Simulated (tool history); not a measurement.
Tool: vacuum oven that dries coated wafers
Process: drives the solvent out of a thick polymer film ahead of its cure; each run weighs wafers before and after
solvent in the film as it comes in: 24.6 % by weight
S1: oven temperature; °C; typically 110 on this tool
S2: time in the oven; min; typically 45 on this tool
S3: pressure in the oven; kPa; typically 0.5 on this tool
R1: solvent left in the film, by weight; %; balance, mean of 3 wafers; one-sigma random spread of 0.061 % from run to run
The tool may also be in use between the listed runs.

run	hour	S1	S2	S3	R1
1	0	110	45	0.5	3.77
2	21	110	45	0.5	3.74
3	53.5	110	45	0.5	3.72
4	80.7	114	45	0.5	2.8
5	107.9	110	45	0.5	3.77
6	128.4	110	45	0.5	3.75
7	167.7	108	45	0.5	4.17
8	196.2	125	45	0.5	1.3
9	232.5	110	45	0.5	3.78
10	259.1	110	45	0.5	3.83
11	285.5	110	45	1.35	4.44
12	316.4	110	45	1.35	4.45
13	346.8	110	45	0.467	3.8
14	375.1	110	45	0.5	3.94
15	408.8	110	45	0.5	3.98
16	448.2	110	45	1.94	4.8
17	489	110	45	1.038	4.23
18	532	110	45	1.038	4.38
19	567.5	110	45	0.356	3.9
20	589.1	108	45	0.5	4.49
21	612.2	108	45	0.5	4.48
22	641.8	108	45	0.5	4.41
23	670.8	114	45	0.5	3.14
24	715.7	110	34	0.293	5.78
25	753	110	34	0.293	5.82
26	796	110	34	0.293	5.68
27	839.8	110	34	0.293	5.81
28	871.9	110	51	0.952	3.81
29	899.3	102	71	1.021	3.63
30	946.8	102	71	1.021	3.67
31	992.6	102	71	1.021	3.7
32	1017.5	105	45	0.5	5.08
33	1053.4	105	45	0.5	4.98
34	1084.2	110	67	1.161	2.53
35	1111.3	110	67	1.161	2.64
36	1151.8	110	67	1.161	2.57
37	1185.5	112	54	1.876	3.49
38	1210.1	112	73	1.876	2.43
39	1242.4	121	35	1.577	3.41
40	1290.4	123	45	0.5	1.74
41	1339	123	36	0.815	2.66
42	1362.8	123	36	0.815	2.69
43	1408.8	123	36	0.815	2.76
44	1458.7	123	36	0.815	2.64
45	1492.4	123	36	0.815	2.73
46	1525.8	120	43	0.972	2.66

Put back what was entered between runs (1 entry, withheld): which listed runs does each sit between, and how does the hidden state differ from the listed run before to the listed run after?
Runs 28 to 29: oven's thermocouples calibrated (hour 893.1)
  true wafer temperature over the reading, C: -1.14 -> 0.1; true pressure over the reading, kPa: 0.54 -> 0.548
  measured value less the no-hidden-state value, R1: +0.6 -> +0.45 %
